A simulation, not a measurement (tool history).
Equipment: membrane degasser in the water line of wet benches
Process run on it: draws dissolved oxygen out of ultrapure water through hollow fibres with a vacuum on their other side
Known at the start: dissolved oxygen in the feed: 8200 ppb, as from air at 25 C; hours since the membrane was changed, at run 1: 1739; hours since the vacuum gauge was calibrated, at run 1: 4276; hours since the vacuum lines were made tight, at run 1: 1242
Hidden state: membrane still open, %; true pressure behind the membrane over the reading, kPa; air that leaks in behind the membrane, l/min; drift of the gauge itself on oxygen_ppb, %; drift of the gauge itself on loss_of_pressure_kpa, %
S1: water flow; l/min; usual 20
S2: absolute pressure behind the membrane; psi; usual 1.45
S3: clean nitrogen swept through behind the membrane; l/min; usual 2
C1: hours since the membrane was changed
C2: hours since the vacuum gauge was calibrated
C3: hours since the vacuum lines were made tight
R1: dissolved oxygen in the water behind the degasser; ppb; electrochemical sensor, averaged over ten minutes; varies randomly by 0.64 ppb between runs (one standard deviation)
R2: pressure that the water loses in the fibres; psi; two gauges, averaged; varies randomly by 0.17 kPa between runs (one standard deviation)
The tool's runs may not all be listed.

Run 1, hour 0: usual settings; C1 1739; C2 4276; C3 1242. Result: R1 165 ppb, R2 3.816 psi.
Run 2, hour 63.2: usual settings; C1 1802; C2 4339; C3 1305. Result: R1 162.5 ppb, R2 3.78 psi.
Run 3, hour 106.4: usual settings; C1 1845; C2 4383; C3 1348. Result: R1 164.4 ppb, R2 3.807 psi.
Run 4, hour 142.9: usual settings; C1 1882; C2 4419; C3 1385. Result: R1 163.6 ppb, R2 3.796 psi.
Run 5, hour 196.7: usual settings but S1 15 l/min; C1 1935; C2 4473; C3 1438. Result: R1 121.9 ppb, R2 2.835 psi.
Run 6, hour 248.3: usual settings; C1 1987; C2 4524; C3 1490. Result: R1 163.5 ppb, R2 3.797 psi.
Run 7, hour 310: usual settings but S2 2.15 psi; C1 2049; C2 4586; C3 1552. Result: R1 268.7 ppb, R2 3.842 psi.
Run 8, hour 370: usual settings but S1 18 l/min, S2 2.15 psi; C1 2109; C2 4646; C3 1612. Result: R1 244 ppb, R2 3.427 psi.
Run 9, hour 403.1: usual settings but S1 18 l/min, S2 2.15 psi; C1 2142; C2 4679; C3 1645. Result: R1 242.3 ppb, R2 3.404 psi.
Run 10, hour 437.3: usual settings but S1 18 l/min, S2 2.15 psi; C1 2176; C2 4713; C3 1679. Result: R1 243.6 ppb, R2 3.41 psi.
Run 11, hour 467.6: usual settings; C1 2206; C2 4744; C3 1709. Result: R1 161.1 ppb, R2 3.801 psi.
Run 12, hour 506.6: usual settings but S1 21 l/min, S2 2.39 psi, S3 1.47 l/min; C1 2245; C2 4783; C3 1748. Result: R1 417.2 ppb, R2 4.015 psi.
Run 13, hour 534: usual settings but S1 21 l/min, S2 2.39 psi, S3 1.47 l/min; C1 2273; C2 4810; C3 1776. Result: R1 418.8 ppb, R2 3.981 psi.
Run 14, hour 576.9: usual settings but S2 2.76 psi; C1 2316; C2 4853; C3 1819. Result: R1 358.9 ppb, R2 3.799 psi.
Run 15, hour 606: usual settings but S1 13 l/min, S3 4.19 l/min; C1 2345; C2 4882; C3 1848. Result: R1 51.7 ppb, R2 2.496 psi.
Run 16, hour 642.2: usual settings but S1 19 l/min, S3 1.07 l/min; C1 2381; C2 4918; C3 1884. Result: R1 266.4 ppb, R2 3.677 psi.
Run 17, hour 671.4: usual settings but S1 18 l/min, S3 1.07 l/min; C1 2410; C2 4948; C3 1913. Result: R1 248.9 ppb, R2 3.43 psi.
Run 18, hour 706.7: usual settings but S1 18 l/min, S3 1.07 l/min; C1 2445; C2 4983; C3 1948. Result: R1 251.1 ppb, R2 3.41 psi.
Run 19, hour 745.9: usual settings but S1 29 l/min, S2 1.44 psi, S3 1.07 l/min; C1 2485; C2 5022; C3 1988. Result: R1 388.5 ppb, R2 5.48 psi.
Run 20, hour 811.5: usual settings but S1 29 l/min, S2 1.44 psi, S3 1.07 l/min; C1 2550; C2 5088; C3 2053. Result: R1 390.1 ppb, R2 5.509 psi.
Run 21, hour 866.6: usual settings but S1 19 l/min, S3 1.07 l/min; C1 2605; C2 5143; C3 2108. Result: R1 263.4 ppb, R2 3.649 psi.

Difference, measured minus no-hidden-state, one row per run. Run-to-run variation is common to both terms; the gauge's own scatter need not be:
run    R1
  1  +0.1
  2  -0.2
  3  -0.4
  4  -0.6
  5  -0.6
  6    -1
  7  -2.3
  8  -2.5
  9  -2.8
 10    -3
 11  -2.1
 12  -6.1
 13  -6.3
 14  -5.9
 15  -0.9
 16  -4.9
 17  -4.8
 18  -5.1
 19  -8.3
 20  -9.1
 21  -6.6
R2: at most 0.001 psi away from the measurement, every run.
